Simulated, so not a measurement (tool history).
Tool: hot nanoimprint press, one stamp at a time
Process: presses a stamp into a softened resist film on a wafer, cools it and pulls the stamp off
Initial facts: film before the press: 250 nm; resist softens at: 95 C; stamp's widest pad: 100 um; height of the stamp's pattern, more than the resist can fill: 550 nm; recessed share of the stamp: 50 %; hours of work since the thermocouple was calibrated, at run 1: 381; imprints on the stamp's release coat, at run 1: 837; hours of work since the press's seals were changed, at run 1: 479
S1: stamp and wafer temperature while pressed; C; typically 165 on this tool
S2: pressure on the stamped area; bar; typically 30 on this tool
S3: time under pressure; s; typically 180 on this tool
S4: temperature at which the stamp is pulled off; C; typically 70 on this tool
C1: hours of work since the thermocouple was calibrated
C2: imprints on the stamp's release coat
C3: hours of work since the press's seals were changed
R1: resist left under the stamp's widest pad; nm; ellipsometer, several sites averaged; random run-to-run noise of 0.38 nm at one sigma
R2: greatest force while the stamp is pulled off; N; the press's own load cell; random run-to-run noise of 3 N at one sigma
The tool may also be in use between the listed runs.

{"run": 1, "hour": 0.0, "S1": 165, "S2": 30, "S3": 180, "S4": 70, "C1": 381, "C2": 837, "C3": 479, "R1": 118, "R2": 163}
{"run": 2, "hour": 24.0, "S1": 165, "S2": 30, "S3": 180, "S4": 70, "C1": 393, "C2": 928, "C3": 492, "R1": 117.8, "R2": 164}
{"run": 3, "hour": 47.6, "S1": 165, "S2": 30, "S3": 180, "S4": 70, "C1": 405, "C2": 1018, "C3": 503, "R1": 117.9, "R2": 170}
{"run": 4, "hour": 72.5, "S1": 165, "S2": 30, "S3": 180, "S4": 75, "C1": 417, "C2": 1112, "C3": 516, "R1": 117.8, "R2": 170}
{"run": 5, "hour": 98.2, "S1": 165, "S2": 30, "S3": 180, "S4": 75, "C1": 430, "C2": 1209, "C3": 529, "R1": 118.3, "R2": 161}
{"run": 6, "hour": 112.6, "S1": 165, "S2": 30, "S3": 180, "S4": 75, "C1": 438, "C2": 1264, "C3": 536, "R1": 118.2, "R2": 172}
{"run": 7, "hour": 124.8, "S1": 165, "S2": 30, "S3": 180, "S4": 75, "C1": 444, "C2": 1310, "C3": 542, "R1": 117.1, "R2": 170}
{"run": 8, "hour": 143.7, "S1": 165, "S2": 30, "S3": 180, "S4": 75, "C1": 453, "C2": 1382, "C3": 552, "R1": 118.2, "R2": 173}
{"run": 9, "hour": 164.2, "S1": 165, "S2": 30, "S3": 180, "S4": 75, "C1": 464, "C2": 1460, "C3": 562, "R1": 117.5, "R2": 171}
{"hour": 171.5, "done": "plate thermocouple calibrated"}
{"run": 10, "hour": 193.0, "S1": 165, "S2": 30, "S3": 180, "S4": 68, "C1": 11, "C2": 1557, "C3": 575, "R1": 122.8, "R2": 181}
{"run": 11, "hour": 210.4, "S1": 165, "S2": 30, "S3": 180, "S4": 68, "C1": 20, "C2": 1623, "C3": 584, "R1": 123.2, "R2": 188}
{"run": 12, "hour": 229.3, "S1": 165, "S2": 30, "S3": 233, "S4": 70, "C1": 29, "C2": 1695, "C3": 593, "R1": 111.5, "R2": 193}
{"run": 13, "hour": 252.7, "S1": 165, "S2": 30, "S3": 233, "S4": 70, "C1": 41, "C2": 1784, "C3": 605, "R1": 111.9, "R2": 188}
{"run": 14, "hour": 270.2, "S1": 165, "S2": 40, "S3": 180, "S4": 75, "C1": 50, "C2": 1850, "C3": 614, "R1": 107.4, "R2": 180}
{"run": 15, "hour": 282.9, "S1": 165, "S2": 39.1, "S3": 180, "S4": 78, "C1": 56, "C2": 1898, "C3": 620, "R1": 109.2, "R2": 181}
{"run": 16, "hour": 308.0, "S1": 166, "S2": 24.6, "S3": 170, "S4": 71, "C1": 69, "C2": 1993, "C3": 633, "R1": 129.6, "R2": 192}
{"run": 17, "hour": 331.4, "S1": 165, "S2": 30, "S3": 312, "S4": 73, "C1": 81, "C2": 2082, "C3": 645, "R1": 99.6, "R2": 194}
{"run": 18, "hour": 350.9, "S1": 165, "S2": 29, "S3": 164, "S4": 73, "C1": 90, "C2": 2156, "C3": 655, "R1": 128.1, "R2": 192}
{"run": 19, "hour": 374.2, "S1": 165, "S2": 29, "S3": 164, "S4": 73, "C1": 102, "C2": 2244, "C3": 666, "R1": 128, "R2": 207}
{"hour": 390.9, "done": "stamp cleaned and given a new release coat"}
{"run": 20, "hour": 397.5, "S1": 164, "S2": 19.1, "S3": 180, "S4": 70, "C1": 111, "C2": 25, "C3": 675, "R1": 153.7, "R2": 147}
{"run": 21, "hour": 425.0, "S1": 155, "S2": 19.1, "S3": 127, "S4": 70, "C1": 125, "C2": 129, "C3": 689, "R1": 218.6, "R2": 145}

Below are 5 alternative next runs, each starting from the tool's condition after run 21. Predict each:
{"run": "A", "hour": 444.2, "S1": 155, "S2": 26.2, "S3": 298, "S4": 71, "C1": 134, "C2": 202, "C3": 699, "R1": "?", "R2": "?"}
{"run": "B", "hour": 444.2, "S1": 155, "S2": 19.1, "S3": 151, "S4": 71, "C1": 134, "C2": 202, "C3": 699, "R1": "?", "R2": "?"}
{"run": "C", "hour": 444.2, "S1": 173, "S2": 20.9, "S3": 127, "S4": 58, "C1": 134, "C2": 202, "C3": 699, "R1": "?", "R2": "?"}
{"run": "D", "hour": 444.2, "S1": 154, "S2": 30, "S3": 134, "S4": 65, "C1": 134, "C2": 202, "C3": 699, "R1": "?", "R2": "?"}
{"run": "E", "hour": 444.2, "S1": 165, "S2": 31.4, "S3": 180, "S4": 58, "C1": 134, "C2": 202, "C3": 699, "R1": "?", "R2": "?"}

run=A R1=174.5 R2=148
run=B R1=214 R2=149
run=C R1=109.9 R2=163
run=D R1=205.2 R2=152
run=E R1=119.7 R2=162
Without the tool's hidden state the same runs would have given:
run=A R1=173.9 R2=143
run=B R1=214 R2=144
run=C R1=109.4 R2=158
run=D R1=204.5 R2=147
run=E R1=118.4 R2=156
